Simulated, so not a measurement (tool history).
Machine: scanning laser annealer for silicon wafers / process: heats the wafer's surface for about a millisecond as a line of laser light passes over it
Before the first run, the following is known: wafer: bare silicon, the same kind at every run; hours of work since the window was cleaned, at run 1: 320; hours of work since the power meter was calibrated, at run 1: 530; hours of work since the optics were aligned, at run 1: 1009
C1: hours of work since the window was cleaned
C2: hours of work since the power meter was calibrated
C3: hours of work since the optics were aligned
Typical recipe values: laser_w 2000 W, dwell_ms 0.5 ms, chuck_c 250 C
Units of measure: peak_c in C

run 1 day=0 | laser_w=2000 dwell_ms=0.5 chuck_c=250 | C1=320 C2=530 C3=1009 | peak_c=1024
run 2 day=0.608 | laser_w=2000 dwell_ms=0.582 chuck_c=250 | C1=331 C2=541 C3=1021 | peak_c=1092
run 3 day=1.483 | laser_w=2000 dwell_ms=0.582 chuck_c=250 | C1=348 C2=558 C3=1038 | peak_c=1093
run 4 day=2.088 | laser_w=2000 dwell_ms=0.502 chuck_c=250 | C1=359 C2=569 C3=1049 | peak_c=1030
-- day=3.217 window over the wafer cleaned
run 5 day=3.217 | laser_w=2000 dwell_ms=0.5 chuck_c=250 | C1=0 C2=589 C3=1069 | peak_c=1053
run 6 day=4.196 | laser_w=1818 dwell_ms=0.5 chuck_c=250 | C1=19 C2=608 C3=1087 | peak_c=975
run 7 day=5.342 | laser_w=2000 dwell_ms=0.5 chuck_c=250 | C1=40 C2=629 C3=1109 | peak_c=1046
run 8 day=6.388 | laser_w=2000 dwell_ms=0.5 chuck_c=250 | C1=60 C2=649 C3=1129 | peak_c=1047
run 9 day=7.483 | laser_w=2161 dwell_ms=0.5 chuck_c=250 | C1=81 C2=670 C3=1150 | peak_c=1107
run 10 day=8.533 | laser_w=2161 dwell_ms=0.5 chuck_c=250 | C1=101 C2=690 C3=1170 | peak_c=1101
run 11 day=9.196 | laser_w=2161 dwell_ms=0.5 chuck_c=250 | C1=113 C2=702 C3=1182 | peak_c=1111
run 12 day=10.108 | laser_w=2000 dwell_ms=0.5 chuck_c=250 | C1=131 C2=720 C3=1199 | peak_c=1035
run 13 day=10.729 | laser_w=2000 dwell_ms=0.5 chuck_c=220 | C1=142 C2=732 C3=1211 | peak_c=1006
run 14 day=11.442 | laser_w=2000 dwell_ms=0.5 chuck_c=220 | C1=156 C2=745 C3=1225 | peak_c=1004
run 15 day=12.421 | laser_w=2000 dwell_ms=0.5 chuck_c=220 | C1=175 C2=764 C3=1243 | peak_c=1004
run 16 day=13.512 | laser_w=2000 dwell_ms=0.5 chuck_c=233 | C1=195 C2=784 C3=1264 | peak_c=1017
run 17 day=14.183 | laser_w=2000 dwell_ms=0.5 chuck_c=250 | C1=208 C2=797 C3=1277 | peak_c=1029
run 18 day=15.204 | laser_w=2000 dwell_ms=0.524 chuck_c=250 | C1=227 C2=816 C3=1296 | peak_c=1052
run 19 day=15.812 | laser_w=2000 dwell_ms=0.524 chuck_c=250 | C1=239 C2=828 C3=1308 | peak_c=1051
run 20 day=16.688 | laser_w=2000 dwell_ms=0.5 chuck_c=250 | C1=255 C2=844 C3=1324 | peak_c=1028
run 21 day=17.662 | laser_w=1876 dwell_ms=0.5 chuck_c=250 | C1=274 C2=863 C3=1343 | peak_c=979
run 22 day=18.383 | laser_w=1876 dwell_ms=0.5 chuck_c=250 | C1=288 C2=877 C3=1356 | peak_c=975
run 23 day=18.988 | laser_w=1712 dwell_ms=0.413 chuck_c=259 | C1=299 C2=888 C3=1368 | peak_c=851
run 24 day=20.038 | laser_w=1712 dwell_ms=0.413 chuck_c=259 | C1=319 C2=908 C3=1388 | peak_c=853
run 25 day=20.838 | laser_w=1812 dwell_ms=0.413 chuck_c=227 | C1=334 C2=923 C3=1403 | peak_c=854
run 26 day=21.783 | laser_w=1770 dwell_ms=0.5 chuck_c=286 | C1=352 C2=941 C3=1421 | peak_c=966
run 27 day=22.9 | laser_w=1770 dwell_ms=0.5 chuck_c=286 | C1=373 C2=962 C3=1442 | peak_c=964
-- day=23.283 window over the wafer cleaned
run 28 day=23.542 | laser_w=1971 dwell_ms=0.384 chuck_c=226 | C1=5 C2=973 C3=1453 | peak_c=905
run 29 day=24.204 | laser_w=2000 dwell_ms=0.5 chuck_c=260 | C1=17 C2=985 C3=1465 | peak_c=1053
run 30 day=25.008 | laser_w=2000 dwell_ms=0.5 chuck_c=260 | C1=33 C2=1001 C3=1480 | peak_c=1052
run 31 day=25.95 | laser_w=2000 dwell_ms=0.457 chuck_c=218 | C1=50 C2=1018 C3=1498 | peak_c=971
run 32 day=27.008 | laser_w=2000 dwell_ms=0.457 chuck_c=218 | C1=71 C2=1039 C3=1518 | peak_c=972
run 33 day=28.058 | laser_w=2000 dwell_ms=0.546 chuck_c=246 | C1=90 C2=1058 C3=1538 | peak_c=1073
run 34 day=28.754 | laser_w=1959 dwell_ms=0.406 chuck_c=250 | C1=104 C2=1072 C3=1551 | peak_c=936
run 35 day=29.85 | laser_w=1959 dwell_ms=0.406 chuck_c=250 | C1=124 C2=1092 C3=1572 | peak_c=936
run 36 day=30.633 | laser_w=1959 dwell_ms=0.406 chuck_c=250 | C1=139 C2=1107 C3=1587 | peak_c=936
run 37 day=31.179 | laser_w=1988 dwell_ms=0.5 chuck_c=286 | C1=150 C2=1118 C3=1597 | peak_c=1061
run 38 day=31.917 | laser_w=1882 dwell_ms=0.5 chuck_c=286 | C1=164 C2=1132 C3=1611 | peak_c=1021
run 39 day=32.517 | laser_w=1704 dwell_ms=0.5 chuck_c=270 | C1=175 C2=1143 C3=1623 | peak_c=935
run 40 day=33.179 | laser_w=1937 dwell_ms=0.509 chuck_c=231 | C1=188 C2=1155 C3=1635 | peak_c=994
run 41 day=34.254 | laser_w=1937 dwell_ms=0.509 chuck_c=231 | C1=208 C2=1176 C3=1656 | peak_c=992

Here are 4 independent what-if runs from the current tool condition. What would each one return?
run A day=35.096 | laser_w=1912 dwell_ms=0.435 chuck_c=260 | C1=224 C2=1192 C3=1672 | peak_c=?
run B day=35.096 | laser_w=2197 dwell_ms=0.49 chuck_c=218 | C1=224 C2=1192 C3=1672 | peak_c=?
run C day=35.096 | laser_w=2168 dwell_ms=0.61 chuck_c=231 | C1=224 C2=1192 C3=1672 | peak_c=?
run D day=35.096 | laser_w=1807 dwell_ms=0.395 chuck_c=250 | C1=224 C2=1192 C3=1672 | peak_c=?

run=A peak_c=943
run=B peak_c=1065
run=C peak_c=1170
run=D peak_c=863
What these runs would have given with no unlogged condition in the tool:
run=A peak_c=975
run=B peak_c=1104
run=C peak_c=1214
run=D peak_c=891

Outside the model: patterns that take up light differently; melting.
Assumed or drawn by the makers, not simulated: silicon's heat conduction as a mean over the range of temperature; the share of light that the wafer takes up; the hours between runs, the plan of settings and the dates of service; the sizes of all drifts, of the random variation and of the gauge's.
